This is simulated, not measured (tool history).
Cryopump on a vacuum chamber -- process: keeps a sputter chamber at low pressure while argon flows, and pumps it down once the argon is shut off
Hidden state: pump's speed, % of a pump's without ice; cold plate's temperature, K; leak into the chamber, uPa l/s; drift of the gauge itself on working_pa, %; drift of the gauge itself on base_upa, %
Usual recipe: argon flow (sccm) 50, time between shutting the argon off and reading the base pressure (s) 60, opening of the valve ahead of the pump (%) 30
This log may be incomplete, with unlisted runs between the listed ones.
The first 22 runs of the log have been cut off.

| run | hour | argon flow (sccm) | time between shutting the argon off and reading the base pressure (s) | opening of the valve ahead of the pump (%) | hours of work since the pump was warmed up and emptied | hours of work since the cold head was overhauled | hours of work since the chamber's fittings were tightened | pressure while argon flows (Pa) | pressure after the wait (uPa) |
|---|---|---|---|---|---|---|---|---|---|
| 23 | 402.5 | 23 | 232 | 25 | 116 | 460 | 406 | 0.1027 | 0.69 |
| 24 | 416 | 50 | 172 | 36 | 122 | 466 | 412 | 0.1565 | 0.82 |
| 25 | 426.2 | 50 | 100 | 26 | 127 | 471 | 417 | 0.2163 | 1.13 |
| 26 | 437.1 | 50 | 100 | 26 | 132 | 476 | 422 | 0.2156 | 1.13 |
| 27 | 455.3 | 50 | 100 | 26 | 141 | 485 | 431 | 0.2179 | 1.15 |
| 28 | 480.2 | 22 | 115 | 30 | 153 | 497 | 443 | 0.0835 | 1.06 |
| 29 | 492.8 | 61 | 26 | 21 | 159 | 503 | 449 | 0.3262 | 3.38 |
| 30 | 515.7 | 61 | 26 | 21 | 170 | 514 | 459 | 0.3257 | 3.44 |
| 31 | 539.4 | 34 | 90 | 17 | 181 | 525 | 471 | 0.2238 | 1.26 |
| 32 | 561.7 | 29 | 27 | 36 | 191 | 535 | 481 | 0.0926 | 3.34 |
| 33 | 572.8 | 86 | 245 | 30 | 197 | 541 | 487 | 0.3265 | 0.68 |

Predict each of these 5 candidate next runs independently; none follows another, all start after run 33:
| A | 583 | 43 | 126 | 20 | 201 | 545 | 491 | ? | ? |
| B | 583 | 75 | 43 | 22 | 201 | 545 | 491 | ? | ? |
| C | 583 | 50 | 60 | 24 | 201 | 545 | 491 | ? | ? |
| D | 583 | 63 | 95 | 17 | 201 | 545 | 491 | ? | ? |
| E | 583 | 80 | 60 | 30 | 201 | 545 | 491 | ? | ? |

| run | pressure while argon flows (Pa) | pressure after the wait (uPa) |
|---|---|---|
| A | 0.2412 | 1.01 |
| B | 0.3901 | 2.23 |
| C | 0.2358 | 1.7 |
| D | 0.42 | 1.22 |
| E | 0.3032 | 1.69 |
Stripped of hidden state, with their random variation kept, the same runs would have yielded:
| run | pressure while argon flows (Pa) | pressure after the wait (uPa) |
|---|---|---|
| A | 0.2341 | 0.83 |
| B | 0.3776 | 2.04 |
| C | 0.2275 | 1.52 |
| D | 0.4095 | 1.03 |
| E | 0.2901 | 1.51 |
